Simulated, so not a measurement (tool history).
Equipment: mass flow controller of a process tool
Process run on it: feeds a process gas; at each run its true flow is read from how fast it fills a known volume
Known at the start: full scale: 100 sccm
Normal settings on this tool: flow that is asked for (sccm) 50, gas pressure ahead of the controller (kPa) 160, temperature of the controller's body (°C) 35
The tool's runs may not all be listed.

run    hour  flow that is asked for (sccm)  gas pressure ahead of the controller (kPa)  temperature of the controller's body (°C)  true flow (%)
  1     0.0                             50                                         160                                         35         100.46
  2   188.1                             50                                         160                                         35         100.48
  3   460.1                             50                                         160                                         35         100.45
  4   770.8                             50                                         160                                         35         100.45
  5  1053.0                             50                                         160                                         27          99.60
  6  1220.6                             50                                         160                                         35         100.24
  7  1397.5                             50                                         160                                         35         100.11
  8  1655.0                             50                                         160                                         38         100.26
  9  2057.6                             50                                         160                                         35          99.90
 10  2314.3                             50                                         160                                         35          99.82
 11  2563.3                             50                                         160                                         28          99.24
 12  2911.7                             50                                         160                                         35          99.60
 13  3214.3                             50                                         160                                         35          99.49
 14  3537.7                             50                                         160                                         35          99.49
 15  3846.7                             50                                         160                                         35          99.50
 16  4231.3                             50                                         160                                         35          99.23
 17  4398.0                             50                                         160                                         35          99.41
 18  4672.3                             50                                         191                                         35          98.99
 19  4936.2                             50                                         259                                         26          97.97
 20  5268.8                             50                                         148                                         35          98.96
 21  5464.7                             10                                         160                                         34          94.73
     5492.4  -- controller's zero set anew
 22  5713.6                             10                                         160                                         34          92.99
 23  5993.7                             49                                         270                                         30          97.57
 24  6287.6                             44                                         199                                         26          97.28
 25  6680.0                             44                                         199                                         26          97.16
 26  7063.9                             12                                         186                                         21          91.84
 27  7300.1                             12                                         186                                         21          91.66
     7434.0  -- controller's zero set anew, once more
 28  7494.4                             50                                         153                                         23          98.57
 29  7755.8                             50                                         153                                         23          98.56
 30  8158.8                             75                                         208                                         37          99.52
 31  8500.4                             75                                         208                                         37          99.42
 32  8844.1                             70                                         165                                         24          98.48
 33  9066.2                             73                                         184                                         24          98.38
 34  9368.6                             21                                         272                                         35          97.91
 35  9750.9                             21                                         272                                         34          97.59

Predict each of these 3 candidate next runs independently; none follows another, all start after run 35:
  A  10035.9                             19                                         160                                         35              ?
  B  10035.9                             40                                         272                                         30              ?
  C  10035.9                             50                                         252                                         23              ?

run  true flow (%)
  A          97.77
  B          97.76
  C          97.58
Take away the tool's hidden state, keep each run's random variation, and the runs would have read:
run  true flow (%)
  A         100.54
  B          99.85
  C          99.55
